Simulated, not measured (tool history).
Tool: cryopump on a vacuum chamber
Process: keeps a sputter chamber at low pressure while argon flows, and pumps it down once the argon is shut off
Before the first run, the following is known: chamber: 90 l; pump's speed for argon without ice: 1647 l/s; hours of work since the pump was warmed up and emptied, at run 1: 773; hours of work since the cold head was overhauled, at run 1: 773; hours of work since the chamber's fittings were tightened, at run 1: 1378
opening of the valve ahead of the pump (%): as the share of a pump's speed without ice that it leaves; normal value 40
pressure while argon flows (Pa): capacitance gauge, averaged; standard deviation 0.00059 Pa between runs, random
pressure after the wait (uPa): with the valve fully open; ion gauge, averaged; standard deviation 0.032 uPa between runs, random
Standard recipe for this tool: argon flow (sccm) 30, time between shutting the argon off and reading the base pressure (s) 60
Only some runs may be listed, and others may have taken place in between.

run,hour,argon flow (sccm),time between shutting the argon off and reading the base pressure (s),opening of the valve ahead of the pump (%),hours of work since the pump was warmed up and emptied,hours of work since the cold head was overhauled,hours of work since the chamber's fittings were tightened,pressure while argon flows (Pa),pressure after the wait (uPa)
1,0,30,60,40,773,773,1378,0.0838,2.12
2,50.9,30,60,40,815,815,1419,0.0843,2.09
3,92.1,30,60,40,848,848,1452,0.0856,2.13
4,127.7,30,60,40,877,877,1481,0.0862,2.17
5,164.1,30,60,43,906,906,1510,0.0794,2.17
6,214.6,30,60,43,947,947,1551,0.0812,2.15
7,265,30,60,43,988,988,1592,0.0817,2.14
8,302.9,33,60,40,1019,1019,1623,0.096,2.27
9,352.3,33,60,40,1059,1059,1663,0.0973,2.22
10,383.5,33,60,40,1084,1084,1688,0.0978,2.25
11,409.7,30,60,40,1105,1105,1709,0.0876,2.25
# hour 445.7: pump warmed up, emptied and cooled again
12,465.5,30,60,40,16,1146,1750,0.0777,2.09
13,513.1,30,60,40,55,1185,1789,0.079,2.04
14,546.8,30,60,40,82,1212,1816,0.0773,2.15
15,594.7,30,60,22,121,1251,1855,0.1417,2.05
16,622.6,30,60,40,143,1273,1877,0.079,2.09
17,674.9,30,60,40,185,1316,1920,0.0799,2.18
18,714.8,30,60,40,218,1348,1952,0.0789,2.12
19,745.6,30,60,40,243,1373,1977,0.0796,2.21
20,780,30,60,32,271,1401,2005,0.0999,2.12
21,814.4,27,60,57,298,1428,2033,0.0513,2.12
22,861.3,13,54,25,336,1466,2070,0.0544,2.35
23,890.3,30,164,20,360,1490,2094,0.1566,1.3
24,945.2,30,160,20,404,1534,2138,0.1573,1.35
25,987.1,30,60,17,438,1568,2172,0.1846,2.29
26,1009.9,15,60,36,457,1587,2191,0.0451,2.32
27,1048.3,52,68,44,488,1618,2222,0.1307,2.1
28,1073.8,33,126,37,508,1638,2242,0.0969,1.49
29,1126.9,33,126,37,551,1681,2285,0.0977,1.55
30,1158.9,30,20,16,577,1707,2311,0.1969,5.13
31,1196,30,51,40,607,1737,2341,0.0836,2.53
32,1233.9,30,51,40,638,1768,2372,0.0821,2.6
33,1261.8,13,105,42,660,1790,2395,0.0347,1.7

Consider 4 possible next runs. They are alternatives, not a sequence: every one starts from the tool as it was left by run 33. What does each give?
A,1293.1,52,103,47,686,1816,2420,?,?
B,1293.1,29,228,40,686,1816,2420,?,?
C,1293.1,25,82,23,686,1816,2420,?,?
D,1293.1,44,77,56,686,1816,2420,?,?

run,pressure while argon flows (Pa),pressure after the wait (uPa)
A,0.1265,1.77
B,0.0808,1.32
C,0.1171,2.03
D,0.091,1.96
Stripped of hidden state, with their random variation kept, the same runs would have yielded:
run,pressure while argon flows (Pa),pressure after the wait (uPa)
A,0.1142,1.02
B,0.0739,0.59
C,0.1112,1.28
D,0.0807,1.26

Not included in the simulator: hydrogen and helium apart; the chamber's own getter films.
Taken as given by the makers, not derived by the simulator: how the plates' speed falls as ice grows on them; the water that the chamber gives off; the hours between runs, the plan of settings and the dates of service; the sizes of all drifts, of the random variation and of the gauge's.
